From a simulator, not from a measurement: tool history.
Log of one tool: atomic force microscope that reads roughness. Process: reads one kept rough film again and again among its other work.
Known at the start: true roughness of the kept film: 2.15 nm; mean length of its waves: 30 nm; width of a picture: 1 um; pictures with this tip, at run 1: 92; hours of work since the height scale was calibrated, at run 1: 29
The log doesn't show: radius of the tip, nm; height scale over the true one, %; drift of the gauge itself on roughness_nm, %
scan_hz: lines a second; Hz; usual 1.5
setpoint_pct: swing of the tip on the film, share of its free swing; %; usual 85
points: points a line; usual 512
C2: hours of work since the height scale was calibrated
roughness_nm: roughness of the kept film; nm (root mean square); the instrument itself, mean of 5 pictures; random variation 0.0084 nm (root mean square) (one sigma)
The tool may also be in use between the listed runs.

run 1 hour=0 | scan_hz=1.5 setpoint_pct=85 points=512 | pictures_with_this_tip=92 C2=29 | roughness_nm=1.813
run 2 hour=29.5 | scan_hz=1.5 setpoint_pct=85 points=512 | pictures_with_this_tip=137 C2=43 | roughness_nm=1.793
run 3 hour=51.6 | scan_hz=1.5 setpoint_pct=85 points=512 | pictures_with_this_tip=171 C2=54 | roughness_nm=1.798
run 4 hour=88.5 | scan_hz=1.5 setpoint_pct=85 points=312 | pictures_with_this_tip=227 C2=72 | roughness_nm=1.756
-- hour=103.9 new tip fitted
run 5 hour=119.4 | scan_hz=1.5 setpoint_pct=65 points=512 | pictures_with_this_tip=23 C2=87 | roughness_nm=1.958
run 6 hour=164 | scan_hz=1.93 setpoint_pct=65 points=512 | pictures_with_this_tip=91 C2=109 | roughness_nm=1.911
run 7 hour=190.6 | scan_hz=1.5 setpoint_pct=85 points=454 | pictures_with_this_tip=132 C2=122 | roughness_nm=1.796
run 8 hour=211.4 | scan_hz=1.5 setpoint_pct=85 points=811 | pictures_with_this_tip=163 C2=132 | roughness_nm=1.776
run 9 hour=250 | scan_hz=2.28 setpoint_pct=85 points=512 | pictures_with_this_tip=222 C2=150 | roughness_nm=1.697
-- hour=267.2 new tip fitted
run 10 hour=277.3 | scan_hz=2.28 setpoint_pct=85 points=512 | pictures_with_this_tip=15 C2=163 | roughness_nm=1.744
run 11 hour=299.1 | scan_hz=2.28 setpoint_pct=85 points=512 | pictures_with_this_tip=48 C2=174 | roughness_nm=1.738
run 12 hour=342.3 | scan_hz=2.28 setpoint_pct=85 points=512 | pictures_with_this_tip=114 C2=195 | roughness_nm=1.719
run 13 hour=362.9 | scan_hz=2.28 setpoint_pct=85 points=512 | pictures_with_this_tip=146 C2=205 | roughness_nm=1.714
run 14 hour=388.3 | scan_hz=1.5 setpoint_pct=85 points=512 | pictures_with_this_tip=184 C2=217 | roughness_nm=1.78
-- hour=432.2 new tip fitted
run 15 hour=434.6 | scan_hz=1.5 setpoint_pct=62 points=512 | pictures_with_this_tip=3 C2=240 | roughness_nm=1.963
run 16 hour=472 | scan_hz=1.5 setpoint_pct=57 points=512 | pictures_with_this_tip=60 C2=258 | roughness_nm=1.978
run 17 hour=502.8 | scan_hz=1.5 setpoint_pct=71 points=512 | pictures_with_this_tip=107 C2=273 | roughness_nm=1.918
run 18 hour=523.8 | scan_hz=1.5 setpoint_pct=85 points=512 | pictures_with_this_tip=139 C2=283 | roughness_nm=1.797
run 19 hour=573.6 | scan_hz=0.72 setpoint_pct=85 points=512 | pictures_with_this_tip=215 C2=307 | roughness_nm=1.873
-- hour=595.1 new tip fitted
run 20 hour=617.6 | scan_hz=1.5 setpoint_pct=85 points=823 | pictures_with_this_tip=35 C2=328 | roughness_nm=1.844
run 21 hour=644.8 | scan_hz=1.44 setpoint_pct=85 points=823 | pictures_with_this_tip=76 C2=342 | roughness_nm=1.826
run 22 hour=678.9 | scan_hz=0.79 setpoint_pct=85 points=823 | pictures_with_this_tip=128 C2=358 | roughness_nm=1.892
run 23 hour=699.6 | scan_hz=1.5 setpoint_pct=85 points=340 | pictures_with_this_tip=160 C2=368 | roughness_nm=1.768
run 24 hour=739.7 | scan_hz=1.5 setpoint_pct=85 points=340 | pictures_with_this_tip=221 C2=388 | roughness_nm=1.753
-- hour=756 new tip fitted
run 25 hour=762.4 | scan_hz=1.5 setpoint_pct=61 points=340 | pictures_with_this_tip=9 C2=398 | roughness_nm=1.953
run 26 hour=788.3 | scan_hz=1.5 setpoint_pct=61 points=340 | pictures_with_this_tip=49 C2=411 | roughness_nm=1.955
-- hour=792.2 height scale calibrated on a step standard
run 27 hour=827.9 | scan_hz=1.65 setpoint_pct=85 points=512 | pictures_with_this_tip=108 C2=17 | roughness_nm=1.795
run 28 hour=849 | scan_hz=2.8 setpoint_pct=80 points=510 | pictures_with_this_tip=140 C2=28 | roughness_nm=1.722
run 29 hour=890.5 | scan_hz=2.8 setpoint_pct=80 points=510 | pictures_with_this_tip=203 C2=48 | roughness_nm=1.688
-- hour=919 new tip fitted
run 30 hour=924.9 | scan_hz=1.82 setpoint_pct=80 points=326 | pictures_with_this_tip=9 C2=64 | roughness_nm=1.828
run 31 hour=969.1 | scan_hz=2.79 setpoint_pct=81 points=436 | pictures_with_this_tip=76 C2=86 | roughness_nm=1.722
run 32 hour=1002.7 | scan_hz=2.79 setpoint_pct=81 points=475 | pictures_with_this_tip=128 C2=102 | roughness_nm=1.698
-- hour=1018 height scale calibrated on a step standard, once more
run 33 hour=1024.2 | scan_hz=2.79 setpoint_pct=81 points=475 | pictures_with_this_tip=159 C2=3 | roughness_nm=1.707
run 34 hour=1058.7 | scan_hz=2.79 setpoint_pct=63 points=475 | pictures_with_this_tip=211 C2=20 | roughness_nm=1.856
-- hour=1081.2 new tip fitted
run 35 hour=1099.3 | scan_hz=0.52 setpoint_pct=73 points=278 | pictures_with_this_tip=28 C2=39 | roughness_nm=1.964
run 36 hour=1143.1 | scan_hz=0.52 setpoint_pct=73 points=278 | pictures_with_this_tip=94 C2=61 | roughness_nm=1.958
run 37 hour=1188.7 | scan_hz=1.5 setpoint_pct=89 points=458 | pictures_with_this_tip=164 C2=83 | roughness_nm=1.756
run 38 hour=1225.4 | scan_hz=2.97 setpoint_pct=85 points=588 | pictures_with_this_tip=220 C2=101 | roughness_nm=1.628
-- hour=1244.1 new tip fitted
run 39 hour=1248.7 | scan_hz=1.72 setpoint_pct=58 points=427 | pictures_with_this_tip=7 C2=112 | roughness_nm=1.96
run 40 hour=1271.5 | scan_hz=1.5 setpoint_pct=73 points=393 | pictures_with_this_tip=41 C2=123 | roughness_nm=1.9
run 41 hour=1294.2 | scan_hz=1.5 setpoint_pct=73 points=393 | pictures_with_this_tip=76 C2=134 | roughness_nm=1.891
run 42 hour=1324.3 | scan_hz=1.5 setpoint_pct=73 points=393 | pictures_with_this_tip=122 C2=148 | roughness_nm=1.89
run 43 hour=1353.5 | scan_hz=1.5 setpoint_pct=73 points=393 | pictures_with_this_tip=166 C2=163 | roughness_nm=1.872
run 44 hour=1377.6 | scan_hz=1.5 setpoint_pct=55 points=367 | pictures_with_this_tip=203 C2=174 | roughness_nm=1.904
run 45 hour=1403.5 | scan_hz=2.43 setpoint_pct=77 points=450 | pictures_with_this_tip=243 C2=187 | roughness_nm=1.76
-- hour=1407.4 new tip fitted
run 46 hour=1430 | scan_hz=2.43 setpoint_pct=77 points=450 | pictures_with_this_tip=34 C2=199 | roughness_nm=1.8
run 47 hour=1465.4 | scan_hz=0.9 setpoint_pct=56 points=426 | pictures_with_this_tip=88 C2=217 | roughness_nm=1.977
run 48 hour=1509.5 | scan_hz=3.35 setpoint_pct=85 points=263 | pictures_with_this_tip=156 C2=238 | roughness_nm=1.59
run 49 hour=1534.2 | scan_hz=3.35 setpoint_pct=85 points=263 | pictures_with_this_tip=193 C2=250 | roughness_nm=1.577
run 50 hour=1563.7 | scan_hz=1.5 setpoint_pct=73 points=952 | pictures_with_this_tip=238 C2=264 | roughness_nm=1.847
-- hour=1568.4 new tip fitted
run 51 hour=1586.5 | scan_hz=2.37 setpoint_pct=74 points=276 | pictures_with_this_tip=27 C2=275 | roughness_nm=1.822
run 52 hour=1617 | scan_hz=2.37 setpoint_pct=74 points=276 | pictures_with_this_tip=74 C2=290 | roughness_nm=1.828

Forecast run 53:
run 53 hour=1661.7 | scan_hz=0.76 setpoint_pct=81 points=310 | pictures_with_this_tip=142 C2=312 | roughness_nm=?

{"run 53": {"roughness_nm": 1.879}}
Without the tool's hidden state the same run would have given roughness_nm 1.939 nm (root mean square).

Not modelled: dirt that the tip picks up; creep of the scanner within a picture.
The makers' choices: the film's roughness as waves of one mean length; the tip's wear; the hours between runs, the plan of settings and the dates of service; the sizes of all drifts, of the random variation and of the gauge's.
